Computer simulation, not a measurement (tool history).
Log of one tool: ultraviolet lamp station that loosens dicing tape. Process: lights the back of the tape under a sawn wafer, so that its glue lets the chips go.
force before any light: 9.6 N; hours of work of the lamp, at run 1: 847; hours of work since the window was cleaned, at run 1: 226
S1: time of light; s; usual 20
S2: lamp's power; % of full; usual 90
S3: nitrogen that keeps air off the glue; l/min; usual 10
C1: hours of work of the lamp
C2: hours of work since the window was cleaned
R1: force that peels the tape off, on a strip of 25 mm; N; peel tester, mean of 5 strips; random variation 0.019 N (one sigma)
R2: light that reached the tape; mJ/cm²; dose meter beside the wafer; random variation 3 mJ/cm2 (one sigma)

run,hour,S1,S2,S3,C1,C2,R1,R2
1,0,20,90,10,847,226,0.886,460
2,46.3,20,90,10,874,253,0.874,461
3,86,20,90,10,897,276,0.903,461
# hour 122.6: lamp changed
4,136.3,20,90,15,8,305,0.646,458
5,169.7,20,90,15,28,324,0.66,458
6,217.4,20,90,15,56,352,0.658,452
7,261.5,20,66,10,81,378,1.646,333
8,295,13,90,10,101,398,1.981,296
9,323,20,90,10,117,414,0.909,457
10,346.9,20,87,10,131,428,0.949,439
11,375.6,20,87,10,148,445,0.934,441
12,423.9,20,87,10,177,473,0.97,443
13,456.9,20,68,10,196,493,1.543,347
# hour 459.9: window cleaned of glue's vapour
14,494.8,20,68,10,218,20,1.546,346
15,531.3,20,68,10,239,42,1.542,343
16,572.3,20,90,19,263,66,0.586,457
17,626.1,20,90,19,295,97,0.574,457
18,668.8,20,90,10,320,122,0.883,458
19,694.5,20,90,10,335,137,0.914,462
20,731.3,20,90,7,356,159,1.164,461
21,768.2,20,90,7,378,181,1.219,457
22,799,20,88,6,396,199,1.339,450
23,848.2,20,73,6,425,228,1.902,374
24,895.5,19,90,3,453,255,2.297,436
25,929.3,12,90,10,473,275,2.239,267
26,951.7,15,85,8,486,288,1.921,322
27,999.8,17,85,8,514,316,1.591,367
28,1022.3,17,85,8,527,330,1.588,367
29,1065.5,17,85,3,552,355,2.672,367
30,1119.9,17,85,3,584,387,2.772,372
31,1147.4,18,90,4,600,403,2.147,412
32,1170.3,26,65,7,614,416,1.328,433
33,1220.8,26,69,12,643,446,0.795,456
34,1263.1,26,69,16,668,471,0.629,455
# hour 1307.2: window cleaned of glue's vapour
35,1307.2,14,85,11,694,0,1.901,304
36,1361.1,20,78,3,725,32,2.612,397
37,1399.3,38,63,4,748,54,1.016,611
38,1452.5,38,63,4,779,85,1.058,609
39,1487.1,16,67,9,799,105,2.344,272
40,1516.8,34,67,4,817,123,1.111,586
41,1545.9,20,62,11,834,140,1.726,316
42,1571.1,20,95,3,848,155,1.935,479

4 ways to go on from here, each from the tool as it stands after run 42. What would each give?
A,1616.6,20,66,5,875,181,?,?
B,1616.6,34,90,10,875,181,?,?
C,1616.6,20,95,19,875,181,?,?
D,1616.6,15,95,12,875,181,?,?

run,R1,R2
A,2.382,333
B,0.264,775
C,0.498,486
D,1.275,367
Without the tool's hidden state the same runs would have given:
run,R1,R2
A,2.376,333
B,0.263,777
C,0.496,487
D,1.271,367
